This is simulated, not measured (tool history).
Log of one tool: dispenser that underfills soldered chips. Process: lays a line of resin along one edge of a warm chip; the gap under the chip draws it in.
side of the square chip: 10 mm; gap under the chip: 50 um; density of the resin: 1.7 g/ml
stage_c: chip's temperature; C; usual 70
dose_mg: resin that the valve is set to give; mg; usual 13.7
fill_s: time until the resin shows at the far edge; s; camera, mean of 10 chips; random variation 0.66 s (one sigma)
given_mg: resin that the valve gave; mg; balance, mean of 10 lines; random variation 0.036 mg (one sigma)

| run | day | stage_c | dose_mg | fill_s | given_mg |
|---|---|---|---|---|---|
| 1 | 0.000 | 70 | 13.7 | 77.1 | 13.43 |
|  | 0.283 | new syringe of resin |
| 2 | 0.617 | 70 | 13.4 | 97.7 | 13.11 |
|  | 0.717 | new syringe of resin |
|  | 1.146 | new syringe of resin |
| 3 | 1.167 | 70 | 13.8 | 66.0 | 13.37 |
| 4 | 1.454 | 70 | 13.8 | 92.7 | 13.37 |
|  | 1.571 | new syringe of resin |
| 5 | 1.754 | 70 | 13.8 | 81.0 | 13.26 |
|  | 1.992 | new syringe of resin |
| 6 | 2.146 | 70 | 13.8 | 79.9 | 13.28 |
|  | 2.404 | new syringe of resin |
| 7 | 2.583 | 65 | 13.7 | 105.5 | 13.15 |
|  | 2.708 | dispensing valve cleaned and set on the balance |
|  | 2.883 | new syringe of resin |
| 8 | 3.062 | 69 | 13.7 | 86.0 | 13.67 |
|  | 3.300 | new syringe of resin |
| 9 | 3.321 | 69 | 13.7 | 70.3 | 13.58 |
|  | 3.708 | new syringe of resin |
| 10 | 3.762 | 70 | 13.7 | 71.8 | 13.49 |
| 11 | 4.017 | 70 | 13.7 | 94.5 | 13.51 |
|  | 4.112 | new syringe of resin |
| 12 | 4.458 | 83 | 13.7 | 50.4 | 13.43 |
|  | 4.525 | new syringe of resin |
| 13 | 4.842 | 83 | 13.4 | 48.8 | 13.04 |
|  | 4.950 | new syringe of resin |
| 14 | 5.258 | 83 | 13.4 | 48.5 | 13.10 |
|  | 5.362 | new syringe of resin |
|  | 5.783 | new syringe of resin |
| 15 | 5.858 | 83 | 13.4 | 37.6 | 12.92 |
|  | 6.192 | new syringe of resin |
| 16 | 6.462 | 70 | 16.3 | 91.7 | 15.62 |
|  | 6.617 | new syringe of resin |
|  | 7.025 | new syringe of resin |
| 17 | 7.083 | 70 | 16.3 | 72.1 | 15.55 |
|  | 7.162 | dispensing valve cleaned and set on the balance |
|  | 7.488 | new syringe of resin |
| 18 | 7.704 | 64 | 16.3 | 121.7 | 16.24 |
|  | 7.896 | new syringe of resin |
| 19 | 8.208 | 64 | 16.3 | 133.9 | 16.15 |
|  | 8.304 | new syringe of resin |
|  | 8.725 | new syringe of resin |
| 20 | 8.788 | 80 | 11.6 | 44.7 | 11.37 |
|  | 9.150 | new syringe of resin |
| 21 | 9.258 | 80 | 11.9 | 47.5 | 11.73 |
|  | 9.596 | new syringe of resin |
| 22 | 9.821 | 80 | 11.9 | 53.2 | 11.58 |
|  | 10.008 | new syringe of resin |
| 23 | 10.100 | 80 | 11.9 | 46.8 | 11.49 |
|  | 10.425 | new syringe of resin |
| 24 | 10.446 | 80 | 11.9 | 43.0 | 11.52 |
| 25 | 10.696 | 80 | 11.9 | 56.3 | 11.44 |
|  | 10.838 | new syringe of resin |
| 26 | 11.121 | 70 | 13.4 | 98.7 | 12.89 |
|  | 11.288 | new syringe of resin |
| 27 | 11.467 | 61 | 13.6 | 140.6 | 12.99 |
|  | 11.592 | dispensing valve cleaned and set on the balance |
|  | 11.742 | new syringe of resin |
| 28 | 12.033 | 71 | 13.0 | 95.0 | 12.92 |
|  | 12.158 | new syringe of resin |
| 29 | 12.408 | 71 | 13.0 | 91.1 | 12.82 |
|  | 12.579 | new syringe of resin |
| 30 | 12.758 | 58 | 17.3 | 170.5 | 17.08 |
|  | 13.025 | new syringe of resin |
| 31 | 13.171 | 58 | 17.3 | 164.4 | 16.96 |
|  | 13.446 | new syringe of resin |
| 32 | 13.517 | 58 | 17.3 | 148.9 | 16.99 |
|  | 13.858 | new syringe of resin |
| 33 | 13.946 | 66 | 13.0 | 99.6 | 12.64 |

Forecast each of these 3 alternatives for the next run:
|  | 14.046 | stage's temperature calibrated |
|  | 14.325 | new syringe of resin |
| A | 14.596 | 62 | 12.6 | ? | ? |
|  | 14.046 | stage's temperature calibrated |
|  | 14.325 | new syringe of resin |
| B | 14.596 | 66 | 13.7 | ? | ? |
|  | 14.046 | stage's temperature calibrated |
|  | 14.325 | new syringe of resin |
| C | 14.596 | 63 | 13.2 | ? | ? |

| run | fill_s | given_mg |
|---|---|---|
| A | 129.6 | 12.13 |
| B | 101.8 | 13.30 |
| C | 122.5 | 12.79 |
Without the tool's hidden state the same runs would have given:
| run | fill_s | given_mg |
|---|---|---|
| A | 92.1 | 12.53 |
| B | 72.3 | 13.73 |
| C | 87.0 | 13.21 |
